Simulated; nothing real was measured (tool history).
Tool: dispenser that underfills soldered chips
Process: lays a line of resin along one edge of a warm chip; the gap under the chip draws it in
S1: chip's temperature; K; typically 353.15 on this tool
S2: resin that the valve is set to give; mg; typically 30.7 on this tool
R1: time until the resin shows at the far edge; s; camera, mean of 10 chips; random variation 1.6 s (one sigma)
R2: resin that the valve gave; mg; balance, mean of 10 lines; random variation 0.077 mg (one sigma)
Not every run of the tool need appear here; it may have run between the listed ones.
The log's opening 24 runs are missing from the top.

At day 6.975: new syringe of resin.
Run 25, day 7.175: usual settings but S1 362.15 K, S2 29 mg. Result: R1 131.2 s, R2 27.93 mg.
At day 7.358: dispensing valve cleaned and set on the balance.
Run 26, day 7.596: usual settings but S1 359.15 K, S2 30.6 mg. Result: R1 219.9 s, R2 30.56 mg.
At day 7.679: new syringe of resin.
At day 7.883: stage's temperature calibrated.
Run 27, day 7.983: usual settings but S1 346.15 K, S2 31.9 mg. Result: R1 284.2 s, R2 31.85 mg.
Run 28, day 8.208: usual settings but S1 346.15 K, S2 31.9 mg. Result: R1 356.5 s, R2 31.62 mg.
At day 8.379: new syringe of resin.
Run 29, day 8.45: usual settings but S1 354.15 K, S2 27.6 mg. Result: R1 166.1 s, R2 27.28 mg.
Run 30, day 8.675: usual settings but S1 354.15 K, S2 27.6 mg. Result: R1 208.7 s, R2 27.28 mg.
Run 31, day 8.879: usual settings but S1 354.15 K, S2 33.4 mg. Result: R1 254.1 s, R2 32.85 mg.
At day 9.054: new syringe of resin.
Run 32, day 9.283: usual settings but S1 362.15 K, S2 35.7 mg. Result: R1 142 s, R2 34.94 mg.
Run 33, day 9.533: usual settings but S1 356.15 K, S2 26.7 mg. Result: R1 241.6 s, R2 26.12 mg.
At day 9.738: new syringe of resin.
Run 34, day 9.742: usual settings but S1 356.15 K, S2 26.7 mg. Result: R1 148.8 s, R2 26.02 mg.
Run 35, day 10.042: usual settings but S1 358.15 K, S2 36.2 mg. Result: R1 180.8 s, R2 35.25 mg.
Run 36, day 10.292: usual settings but S1 358.15 K, S2 36.2 mg. Result: R1 228.1 s, R2 35.06 mg.
At day 10.408: new syringe of resin.
Run 37, day 10.596: usual settings but S1 358.15 K, S2 36.2 mg. Result: R1 155.1 s, R2 35.01 mg.

What if the next run were any one of these 3? Each begins from the tool's condition after run 37:
Run A, day 10.879: usual settings but S1 339.15 K, S2 26.6 mg. Result: R1 ?, R2 ?.
Run B, day 10.879: usual settings but S1 363.15 K, S2 26.3 mg. Result: R1 ?, R2 ?.
Run C, day 10.879: usual settings but S1 359.15 K, S2 33.5 mg. Result: R1 ?, R2 ?.

run     R1     R2
  A  503.3  25.61
  B    181  25.33
  C  204.2  32.34
With no hidden state in the tool, these same runs would have given:
run     R1     R2
  A  309.8  26.62
  B  111.3  26.32
  C  126.3   33.6
